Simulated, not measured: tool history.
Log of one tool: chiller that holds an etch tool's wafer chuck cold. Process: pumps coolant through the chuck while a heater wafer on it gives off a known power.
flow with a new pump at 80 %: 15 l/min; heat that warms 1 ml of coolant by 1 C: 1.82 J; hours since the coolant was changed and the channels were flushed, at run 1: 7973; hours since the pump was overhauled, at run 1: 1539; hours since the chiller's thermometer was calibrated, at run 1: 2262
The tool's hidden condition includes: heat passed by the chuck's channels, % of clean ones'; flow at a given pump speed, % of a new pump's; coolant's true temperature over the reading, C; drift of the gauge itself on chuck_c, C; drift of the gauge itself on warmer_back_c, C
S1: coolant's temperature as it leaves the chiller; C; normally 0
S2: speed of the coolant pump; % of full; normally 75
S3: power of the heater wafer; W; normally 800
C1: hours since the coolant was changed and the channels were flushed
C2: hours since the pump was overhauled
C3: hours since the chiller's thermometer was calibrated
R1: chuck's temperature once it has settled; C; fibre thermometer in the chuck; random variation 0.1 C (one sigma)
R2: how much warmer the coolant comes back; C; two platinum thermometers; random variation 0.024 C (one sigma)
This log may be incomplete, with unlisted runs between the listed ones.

run 1 day=0 | S1=0 S2=75 S3=800 | C1=7973 C2=1539 C3=2262 | R1=7.9 R2=1.94
run 2 day=2.892 | S1=0 S2=75 S3=781 | C1=8042 C2=1608 C3=2331 | R1=7.5 R2=1.91
run 3 day=4.958 | S1=0 S2=75 S3=781 | C1=8092 C2=1658 C3=2381 | R1=7.5 R2=1.85
run 4 day=6.738 | S1=0 S2=75 S3=1101 | C1=8135 C2=1700 C3=2423 | R1=10.6 R2=2.65
run 5 day=8.988 | S1=0 S2=75 S3=1101 | C1=8189 C2=1754 C3=2477 | R1=10.7 R2=2.67
run 6 day=11.621 | S1=0 S2=75 S3=1101 | C1=8252 C2=1818 C3=2541 | R1=10.8 R2=2.65
run 7 day=14.208 | S1=0 S2=75 S3=800 | C1=8314 C2=1880 C3=2603 | R1=8.1 R2=1.95
run 8 day=15.675 | S1=0 S2=80 S3=800 | C1=8349 C2=1915 C3=2638 | R1=7.5 R2=1.8
run 9 day=18.204 | S1=5 S2=75 S3=800 | C1=8410 C2=1976 C3=2699 | R1=12.9 R2=1.93
run 10 day=20.954 | S1=5 S2=75 S3=800 | C1=8476 C2=2042 C3=2765 | R1=13 R2=1.94
run 11 day=22.658 | S1=5 S2=75 S3=800 | C1=8517 C2=2082 C3=2805 | R1=12.9 R2=1.98
run 12 day=25.158 | S1=0 S2=75 S3=1078 | C1=8577 C2=2143 C3=2865 | R1=10.7 R2=2.6
run 13 day=28.375 | S1=-5 S2=75 S3=754 | C1=8654 C2=2220 C3=2943 | R1=2.6 R2=1.82
run 14 day=31.5 | S1=-10 S2=75 S3=584 | C1=8729 C2=2295 C3=3018 | R1=-4.1 R2=1.42
-- day=32.304 chiller's thermometer calibrated
run 15 day=33.421 | S1=-10 S2=75 S3=584 | C1=8774 C2=2340 C3=27 | R1=-4.6 R2=1.38
run 16 day=35.733 | S1=-10 S2=75 S3=584 | C1=8829 C2=2395 C3=82 | R1=-4.5 R2=1.37
run 17 day=39.025 | S1=-10 S2=98 S3=862 | C1=8908 C2=2474 C3=161 | R1=-3.5 R2=1.53
run 18 day=41.688 | S1=0 S2=73 S3=410 | C1=8972 C2=2538 C3=225 | R1=3.8 R2=0.99
run 19 day=44.771 | S1=0 S2=70 S3=410 | C1=9046 C2=2612 C3=299 | R1=4.1 R2=1.07
run 20 day=47.721 | S1=0 S2=70 S3=489 | C1=9117 C2=2683 C3=370 | R1=5.1 R2=1.24
run 21 day=49.367 | S1=0 S2=75 S3=412 | C1=9157 C2=2722 C3=409 | R1=3.7 R2=1
run 22 day=52.604 | S1=0 S2=75 S3=412 | C1=9234 C2=2800 C3=487 | R1=3.9 R2=1
run 23 day=54.654 | S1=-5 S2=78 S3=412 | C1=9284 C2=2849 C3=536 | R1=-1.1 R2=0.94

Alternative continuations, all from the tool just after run 23; predict every row:
run A day=57.792 | S1=0 S2=79 S3=615 | C1=9359 C2=2925 C3=612 | R1=? R2=?
run B day=57.792 | S1=-5 S2=78 S3=412 | C1=9359 C2=2925 C3=612 | R1=? R2=?
run C day=57.792 | S1=-5 S2=65 S3=412 | C1=9359 C2=2925 C3=612 | R1=? R2=?
run D day=57.792 | S1=-2 S2=78 S3=502 | C1=9359 C2=2925 C3=612 | R1=? R2=?
run E day=57.792 | S1=-9 S2=75 S3=800 | C1=9359 C2=2925 C3=612 | R1=? R2=?

run=A R1=5.8 R2=1.42
run=B R1=-1.3 R2=0.98
run=C R1=-0.6 R2=1.15
run=D R1=2.6 R2=1.17
run=E R1=-1.3 R2=1.95
What these runs would have given with no unlogged condition in the tool:
run=A R1=4.9 R2=1.37
run=B R1=-2 R2=0.95
run=C R1=-1.3 R2=1.11
run=D R1=1.8 R2=1.13
run=E R1=-2.6 R2=1.88
